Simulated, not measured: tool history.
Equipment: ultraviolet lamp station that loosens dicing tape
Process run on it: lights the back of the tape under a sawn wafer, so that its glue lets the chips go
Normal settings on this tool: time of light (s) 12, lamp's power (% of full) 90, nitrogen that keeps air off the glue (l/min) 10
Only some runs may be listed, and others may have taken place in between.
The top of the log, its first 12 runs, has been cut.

| run | hour | time of light (s) | lamp's power (% of full) | nitrogen that keeps air off the glue (l/min) | force that peels the tape off (N) | light that reached the tape (mJ/cm2) |
|---|---|---|---|---|---|---|
| 13 | 398.3 | 12 | 90 | 4 | 1.612 | 380 |
|  | 414.6 | window cleaned of glue's vapour |
| 14 | 432.9 | 12 | 90 | 4 | 1.333 | 411 |
| 15 | 476.6 | 12 | 90 | 4 | 1.397 | 404 |
| 16 | 509.2 | 12 | 90 | 4 | 1.474 | 389 |
| 17 | 556.1 | 12 | 90 | 4 | 1.524 | 384 |
| 18 | 588.0 | 12 | 90 | 4 | 1.538 | 380 |
| 19 | 640.3 | 12 | 90 | 4 | 1.638 | 367 |
| 20 | 689.2 | 12 | 90 | 4 | 1.722 | 359 |

Run 21, settings as shown, results not yet in. Your forecast:
| 21 | 741.2 | 12 | 90 | 4 | ? | ? |

{"run 21": {"force that peels the tape off (N)": 1.749, "light that reached the tape (mJ/cm2)": 348}}
With no hidden state in the tool, this same run would have given force that peels the tape off (N) 1.156, light that reached the tape (mJ/cm2) 439.
